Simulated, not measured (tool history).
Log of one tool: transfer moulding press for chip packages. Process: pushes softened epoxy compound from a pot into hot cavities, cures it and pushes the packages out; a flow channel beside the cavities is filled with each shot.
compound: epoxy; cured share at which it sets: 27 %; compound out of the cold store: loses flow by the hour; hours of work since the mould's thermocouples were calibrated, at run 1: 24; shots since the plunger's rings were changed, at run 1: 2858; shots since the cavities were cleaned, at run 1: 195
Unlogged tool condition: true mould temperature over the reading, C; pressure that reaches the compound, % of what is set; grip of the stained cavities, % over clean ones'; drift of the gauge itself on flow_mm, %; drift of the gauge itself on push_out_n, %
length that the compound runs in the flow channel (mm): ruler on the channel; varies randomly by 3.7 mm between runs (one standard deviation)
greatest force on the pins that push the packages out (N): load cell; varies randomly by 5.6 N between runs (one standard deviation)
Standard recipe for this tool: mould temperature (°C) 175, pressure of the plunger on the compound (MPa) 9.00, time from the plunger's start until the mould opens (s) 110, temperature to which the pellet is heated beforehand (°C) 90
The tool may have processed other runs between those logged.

run	hour	mould temperature (°C)	pressure of the plunger on the compound (MPa)	time from the plunger's start until the mould opens (s)	temperature to which the pellet is heated beforehand (°C)	hours of work since the mould's thermocouples were calibrated	shots since the plunger's rings were changed	shots since the cavities were cleaned	incoming compound's hours out of the cold store	length that the compound runs in the flow channel (mm)	greatest force on the pins that push the packages out (N)
1	0.0	175	9.00	110	90	24	2858	195	30.4	581	221
# hour 29.5: cavities cleaned with cleaning compound and waxed
# hour 78.5: cavities cleaned with cleaning compound and waxed
2	85.5	182	9.00	110	90	70	3667	69	11.6	633	196
# hour 135.3: cavities cleaned with cleaning compound and waxed
3	139.2	182	9.00	110	90	100	4177	38	16.7	609	179
# hour 189.5: cavities cleaned with cleaning compound and waxed
4	234.5	182	9.00	110	90	152	5097	441	21.6	580	232
# hour 244.6: cavities cleaned with cleaning compound and waxed
# hour 295.8: cavities cleaned with cleaning compound and waxed
5	302.5	182	9.00	110	90	188	5734	66	30.1	543	196
# hour 335.5: plunger's sealing rings changed
# hour 352.8: cavities cleaned with cleaning compound and waxed
6	385.1	175	7.08	110	90	232	471	316	27.2	538	244
# hour 403.0: cavities cleaned with cleaning compound and waxed
# hour 457.8: cavities cleaned with cleaning compound and waxed
7	476.0	175	9.00	110	90	281	1332	178	20.2	630	231
# hour 510.4: cavities cleaned with cleaning compound and waxed
8	536.7	175	9.00	113	90	314	1912	258	32.3	566	239
# hour 561.9: cavities cleaned with cleaning compound and waxed
9	581.6	167	9.00	110	90	338	2337	193	15.8	655	381
# hour 611.2: cavities cleaned with cleaning compound and waxed
10	637.1	167	9.00	110	90	369	2866	254	30.7	582	368
# hour 662.9: cavities cleaned with cleaning compound and waxed
# hour 714.0: cavities cleaned with cleaning compound and waxed
11	719.9	175	9.00	110	90	413	3647	57	32.3	557	213
# hour 767.8: cavities cleaned with cleaning compound and waxed
12	807.5	175	9.00	110	90	461	4491	389	43.2	514	255
# hour 818.3: cavities cleaned with cleaning compound and waxed
# hour 870.4: cavities cleaned with cleaning compound and waxed
13	909.1	178	8.00	149	92	516	5457	379	12.1	583	223
# hour 923.7: cavities cleaned with cleaning compound and waxed
# hour 967.3: plunger's sealing rings changed
# hour 976.4: cavities cleaned with cleaning compound and waxed
14	1010.4	175	10.16	97	95	570	407	333	34.3	621	297
# hour 1027.5: cavities cleaned with cleaning compound and waxed
# hour 1081.1: cavities cleaned with cleaning compound and waxed
15	1084.5	175	10.16	97	95	609	1104	33	29.1	628	231
# hour 1132.2: cavities cleaned with cleaning compound and waxed
16	1161.8	178	8.75	103	86	652	1847	291	26.6	587	242
# hour 1182.3: cavities cleaned with cleaning compound and waxed
17	1223.5	176	9.00	93	95	685	2436	404	30.3	578	305
# hour 1234.7: cavities cleaned with cleaning compound and waxed
# hour 1290.7: mould's thermocouples calibrated
# hour 1292.2: cavities cleaned with cleaning compound and waxed
18	1302.0	181	9.00	93	92	5	3156	96	35.2	544	211
# hour 1343.1: cavities cleaned with cleaning compound and waxed
# hour 1394.1: cavities cleaned with cleaning compound and waxed
19	1400.8	181	9.00	93	92	59	4094	65	9.1	642	214
# hour 1447.3: cavities cleaned with cleaning compound and waxed
20	1447.3	182	9.18	110	92	84	4535	0	31.2	553	186
# hour 1500.1: cavities cleaned with cleaning compound and waxed
21	1546.9	171	9.18	110	84	139	5496	458	22.7	601	295
# hour 1556.4: cavities cleaned with cleaning compound and waxed
# hour 1598.3: plunger's sealing rings changed
# hour 1614.9: cavities cleaned with cleaning compound and waxed
22	1653.0	171	9.18	110	84	195	522	374	37.4	574	288
# hour 1669.0: cavities cleaned with cleaning compound and waxed
23	1709.1	171	9.18	130	81	225	1056	393	17.6	656	260
# hour 1721.7: cavities cleaned with cleaning compound and waxed
24	1764.3	171	9.18	130	81	255	1583	418	23.9	629	254

Here are 3 independent what-if runs from the current tool condition. What would each one return?
# hour 1775.3: cavities cleaned with cleaning compound and waxed
# hour 1825.3: cavities cleaned with cleaning compound and waxed
A	1869.9	171	7.29	125	81	313	2587	436	42.5	?	?
# hour 1775.3: cavities cleaned with cleaning compound and waxed
# hour 1825.3: cavities cleaned with cleaning compound and waxed
B	1869.9	181	9.00	110	90	313	2587	436	40.1	?	?
# hour 1775.3: cavities cleaned with cleaning compound and waxed
# hour 1825.3: cavities cleaned with cleaning compound and waxed
C	1869.9	175	6.81	110	90	313	2587	436	13.3	?	?

run	length that the compound runs in the flow channel (mm)	greatest force on the pins that push the packages out (N)
A	490	262
B	532	233
C	564	276
The same runs, with their run-to-run variation unchanged, on a tool lacking any hidden condition would have given:
run	length that the compound runs in the flow channel (mm)	greatest force on the pins that push the packages out (N)
A	506	198
B	549	173
C	582	208

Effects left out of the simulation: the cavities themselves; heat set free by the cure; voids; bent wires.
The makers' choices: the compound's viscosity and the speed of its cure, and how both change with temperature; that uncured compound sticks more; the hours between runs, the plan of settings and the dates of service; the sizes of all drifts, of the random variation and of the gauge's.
